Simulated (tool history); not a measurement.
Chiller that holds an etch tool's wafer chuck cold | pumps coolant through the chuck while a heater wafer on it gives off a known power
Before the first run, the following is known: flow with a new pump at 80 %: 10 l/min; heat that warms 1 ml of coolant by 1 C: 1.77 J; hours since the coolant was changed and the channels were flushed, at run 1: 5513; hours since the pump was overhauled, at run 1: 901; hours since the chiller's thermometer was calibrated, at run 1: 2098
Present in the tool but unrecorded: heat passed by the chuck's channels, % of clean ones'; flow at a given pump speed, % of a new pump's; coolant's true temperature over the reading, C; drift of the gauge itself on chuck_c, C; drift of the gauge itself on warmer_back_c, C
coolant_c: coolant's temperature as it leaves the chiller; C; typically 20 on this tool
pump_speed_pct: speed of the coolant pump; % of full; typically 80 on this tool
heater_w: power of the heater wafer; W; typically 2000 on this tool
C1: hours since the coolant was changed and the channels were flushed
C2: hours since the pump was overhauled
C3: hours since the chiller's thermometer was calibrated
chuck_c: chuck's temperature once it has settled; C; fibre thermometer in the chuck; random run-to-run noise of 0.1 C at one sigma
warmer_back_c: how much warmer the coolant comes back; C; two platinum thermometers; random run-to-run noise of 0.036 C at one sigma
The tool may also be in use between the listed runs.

Run 1, hour 0: usual settings; C1 5513; C2 901; C3 2098. Result: chuck_c 37 C, warmer_back_c 6.81 C.
Run 2, hour 25: usual settings but heater_w 1866 W; C1 5538; C2 926; C3 2123. Result: chuck_c 35.6 C, warmer_back_c 6.31 C.
Run 3, hour 63.4: usual settings but heater_w 1866 W; C1 5577; C2 964; C3 2161. Result: chuck_c 35.8 C, warmer_back_c 6.27 C.
Run 4, hour 83.5: usual settings but heater_w 1866 W; C1 5597; C2 984; C3 2182. Result: chuck_c 35.9 C, warmer_back_c 6.3 C.
Run 5, hour 110.4: usual settings but pump_speed_pct 77 % of full; C1 5624; C2 1011; C3 2208. Result: chuck_c 37.7 C, warmer_back_c 7.05 C.
Run 6, hour 131.6: usual settings but pump_speed_pct 77 % of full; C1 5645; C2 1032; C3 2230. Result: chuck_c 37.8 C, warmer_back_c 7.01 C.
Run 7, hour 149.3: usual settings; C1 5662; C2 1050; C3 2247. Result: chuck_c 36.8 C, warmer_back_c 6.7 C.
Run 8, hour 169.6: usual settings; C1 5683; C2 1070; C3 2268. Result: chuck_c 36.9 C, warmer_back_c 6.7 C.
Run 9, hour 206: usual settings; C1 5719; C2 1107; C3 2304. Result: chuck_c 36.9 C, warmer_back_c 6.63 C.
Run 10, hour 230: usual settings; C1 5743; C2 1131; C3 2328. Result: chuck_c 37 C, warmer_back_c 6.63 C.
Run 11, hour 270.6: usual settings; C1 5784; C2 1171; C3 2369. Result: chuck_c 37 C, warmer_back_c 6.62 C.
Run 12, hour 288.1: usual settings; C1 5801; C2 1189; C3 2386. Result: chuck_c 37 C, warmer_back_c 6.63 C.
Run 13, hour 319.4: usual settings but coolant_c 16 C; C1 5833; C2 1220; C3 2417. Result: chuck_c 32.9 C, warmer_back_c 6.59 C.
Run 14, hour 350: usual settings but coolant_c 16 C, pump_speed_pct 62 % of full; C1 5863; C2 1251; C3 2448. Result: chuck_c 38 C, warmer_back_c 8.77 C.
Run 15, hour 387.2: usual settings but coolant_c 16 C, pump_speed_pct 62 % of full; C1 5900; C2 1288; C3 2485. Result: chuck_c 38 C, warmer_back_c 8.82 C.
Run 16, hour 404.6: usual settings; C1 5918; C2 1305; C3 2503. Result: chuck_c 36.9 C, warmer_back_c 6.57 C.
Run 17, hour 440.1: usual settings but coolant_c 17 C, pump_speed_pct 72 % of full; C1 5953; C2 1341; C3 2538. Result: chuck_c 35.9 C, warmer_back_c 7.43 C.
Run 18, hour 468.3: usual settings but coolant_c 12 C, pump_speed_pct 76 % of full, heater_w 2117 W; C1 5982; C2 1369; C3 2566. Result: chuck_c 31 C, warmer_back_c 7.34 C.
Run 19, hour 500.6: usual settings but coolant_c 12 C, pump_speed_pct 76 % of full, heater_w 2117 W; C1 6014; C2 1401; C3 2599. Result: chuck_c 30.9 C, warmer_back_c 7.37 C.
Run 20, hour 533.3: usual settings but coolant_c 18 C; C1 6046; C2 1434; C3 2631. Result: chuck_c 35.1 C, warmer_back_c 6.51 C.
Run 21, hour 555.4: usual settings but coolant_c 18 C, pump_speed_pct 90 % of full, heater_w 1089 W; C1 6069; C2 1456; C3 2653. Result: chuck_c 26.1 C, warmer_back_c 2.89 C.
Run 22, hour 581.7: usual settings but coolant_c 19 C, heater_w 2436 W; C1 6095; C2 1482; C3 2680. Result: chuck_c 39.7 C, warmer_back_c 7.97 C.
Run 23, hour 599: usual settings but coolant_c 19 C, heater_w 1961 W; C1 6112; C2 1500; C3 2697. Result: chuck_c 35.6 C, warmer_back_c 6.24 C.
Run 24, hour 623.5: usual settings but coolant_c 11 C, pump_speed_pct 94 % of full, heater_w 1961 W; C1 6137; C2 1524; C3 2722. Result: chuck_c 25.3 C, warmer_back_c 5.2 C.
Run 25, hour 662.1: usual settings but coolant_c 12 C, pump_speed_pct 81 % of full, heater_w 2640 W; C1 6175; C2 1563; C3 2760. Result: chuck_c 34.1 C, warmer_back_c 8.49 C.
Run 26, hour 688.1: usual settings but coolant_c 12 C, pump_speed_pct 81 % of full, heater_w 2640 W; C1 6201; C2 1589; C3 2786. Result: chuck_c 33.9 C, warmer_back_c 8.46 C.
Run 27, hour 726.1: usual settings but coolant_c 22 C, pump_speed_pct 60 % of full; C1 6239; C2 1627; C3 2824. Result: chuck_c 44.9 C, warmer_back_c 8.94 C.
Run 28, hour 749.2: usual settings but coolant_c 15 C, pump_speed_pct 60 % of full, heater_w 1563 W; C1 6262; C2 1650; C3 2847. Result: chuck_c 32.9 C, warmer_back_c 6.95 C.
Run 29, hour 772.7: usual settings but coolant_c 11 C, pump_speed_pct 69 % of full, heater_w 1853 W; C1 6286; C2 1673; C3 2871. Result: chuck_c 29.3 C, warmer_back_c 7.05 C.
Run 30, hour 812.7: usual settings but coolant_c 11 C, pump_speed_pct 69 % of full, heater_w 1853 W; C1 6326; C2 1713; C3 2911. Result: chuck_c 29.2 C, warmer_back_c 6.95 C.
Run 31, hour 829.6: usual settings but coolant_c 11 C, pump_speed_pct 69 % of full, heater_w 1853 W; C1 6343; C2 1730; C3 2928. Result: chuck_c 29.4 C, warmer_back_c 6.98 C.
At hour 852.8: gauge calibrated.
Run 32, hour 852.9: usual settings but coolant_c 15 C, pump_speed_pct 74 % of full, heater_w 1874 W; C1 6366; C2 1754; C3 2951. Result: chuck_c 32.1 C, warmer_back_c 6.99 C.

4 options for the next run, each taken on its own from the tool as it stands now. Forecast them:
Run A, hour 885.1: usual settings but coolant_c 11 C, pump_speed_pct 74 % of full, heater_w 1874 W; C1 6398; C2 1786; C3 2983. Result: chuck_c ?, warmer_back_c ?.
Run B, hour 885.1: usual settings but coolant_c 17 C, pump_speed_pct 89 % of full, heater_w 1634 W; C1 6398; C2 1786; C3 2983. Result: chuck_c ?, warmer_back_c ?.
Run C, hour 885.1: usual settings but pump_speed_pct 99 % of full; C1 6398; C2 1786; C3 2983. Result: chuck_c ?, warmer_back_c ?.
Run D, hour 885.1: usual settings but pump_speed_pct 71 % of full, heater_w 1149 W; C1 6398; C2 1786; C3 2983. Result: chuck_c ?, warmer_back_c ?.

run  chuck_c  warmer_back_c
  A       28           6.96
  B     29.4           4.92
  C     33.6            5.4
  D       31           4.46
With no hidden state in the tool, these same runs would have given:
run  chuck_c  warmer_back_c
  A       28           6.97
  B     29.4           4.94
  C     33.6           5.42
  D       31           4.48
